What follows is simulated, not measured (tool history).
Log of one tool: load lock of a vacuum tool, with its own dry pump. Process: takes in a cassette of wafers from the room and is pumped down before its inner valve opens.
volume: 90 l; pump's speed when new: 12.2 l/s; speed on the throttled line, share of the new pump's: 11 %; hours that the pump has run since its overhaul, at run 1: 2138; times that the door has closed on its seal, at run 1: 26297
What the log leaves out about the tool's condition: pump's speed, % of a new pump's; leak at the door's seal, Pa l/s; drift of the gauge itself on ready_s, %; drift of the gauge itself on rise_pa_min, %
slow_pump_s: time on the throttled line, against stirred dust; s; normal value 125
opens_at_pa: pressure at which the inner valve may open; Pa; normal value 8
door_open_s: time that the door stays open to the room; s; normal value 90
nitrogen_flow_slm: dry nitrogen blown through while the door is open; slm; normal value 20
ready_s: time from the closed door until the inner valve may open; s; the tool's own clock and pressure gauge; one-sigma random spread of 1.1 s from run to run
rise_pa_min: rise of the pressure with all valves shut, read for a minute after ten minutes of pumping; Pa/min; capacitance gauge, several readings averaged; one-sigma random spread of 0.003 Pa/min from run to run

run    hour  slow_pump_s  opens_at_pa  door_open_s  nitrogen_flow_slm  hours that the pump has run since its overhaul  times that the door has closed on its seal  incoming humidity of the room's air, %  ready_s  rise_pa_min
  1       0          125            8           90                 20                                            2138                                       26297                                    44.6    185.7        0.136
  2   171.9          125            8           90                 20                                            2310                                       27136                                    47.8    186.8        0.149
  3   246.9          125            8           90                 33                                            2385                                       27502                                    47.7    186.1        0.148
  4   358.7          125            8           48                 33                                            2497                                       28048                                      45    185.1        0.149
  5   459.8          125            8           48                 33                                            2598                                       28542                                    44.6    185.5        0.152
  6     631          125            8           48                 33                                            2769                                       29378                                    45.4    186.3        0.155
  7   727.2          125            8           48                 33                                            2865                                       29848                                    45.3    186.9        0.161
  8     834          125            8           48                 33                                            2972                                       30369                                    45.4    186.3        0.159
  9   961.1          125            8           48                 33                                            3099                                       30990                                    40.5      185        0.161
 10  1076.6          125            8           48                 33                                            3214                                       31554                                    44.1    187.5        0.175
 11    1252          125            8           48                 33                                            3390                                       32410                                      41    185.7        0.178
 12  1379.9          125            8           90                 20                                            3518                                       33035                                    45.1    186.1        0.191
 13  1501.9          125            8           90                 20                                            3640                                       33631                                    43.5    187.9        0.194
 14  1644.8          125            8           90                 20                                            3783                                       34328                                    45.2      188        0.202
 15  1750.2          125            8          140                 20                                            3888                                       34843                                    45.6    186.3        0.208
 16  1898.3          152            8           68                 20                                            4036                                       35566                                    42.1    211.2        0.201
 17  2061.4          248           10           62                  4                                            4199                                       36363                                    48.3    296.1        0.224
 18  2219.8          209           13          221                 20                                            4358                                       37136                                    46.6    259.1        0.238
 19  2348.6          162            8          195                 20                                            4486                                       37765                                      47    221.2         0.24
 20  2499.5          162            8          195                 20                                            4637                                       38502                                    44.7    220.7        0.255
 21  2612.7           67            8           55                 20                                            4750                                       39054                                    46.1    138.1        0.233
 22  2693.6          156            9           32                 20                                            4831                                       39450                                    46.8    215.7        0.242
 23  2780.2          156            9           58                 20                                            4918                                       39873                                    47.1    214.2        0.248
 24  2923.3          156            9           58                 20                                            5061                                       40572                                    44.3    216.7        0.259
 25  3047.7          156            8           58                 20                                            5186                                       41179                                    43.9      216        0.259
 26  3223.2          156            8           58                  9                                            5361                                       42036                                    46.9    217.9        0.277
 27  3336.3          125           13           90                  4                                            5474                                       42588                                    44.5    185.3        0.286
 28  3472.7          125           13           90                  4                                            5610                                       43254                                    47.2    185.7        0.297

3 ways to go on from here, each from the tool as it stands after run 28. What would each give?
  A  3559.1           87           13           79                  5                                            5697                                       43676                                    45.7        ?            ?
  B  3559.1          118           11           26                 20                                            5697                                       43676                                    47.2        ?            ?
  C  3559.1          214            8           52                  5                                            5697                                       43676                                    46.3        ?            ?

run  ready_s  rise_pa_min
  A    154.8        0.297
  B    182.8        0.277
  C    268.6         0.29
Without the tool's hidden state the same runs would have given:
run  ready_s  rise_pa_min
  A      146        0.019
  B    174.1        0.006
  C    261.2        0.015
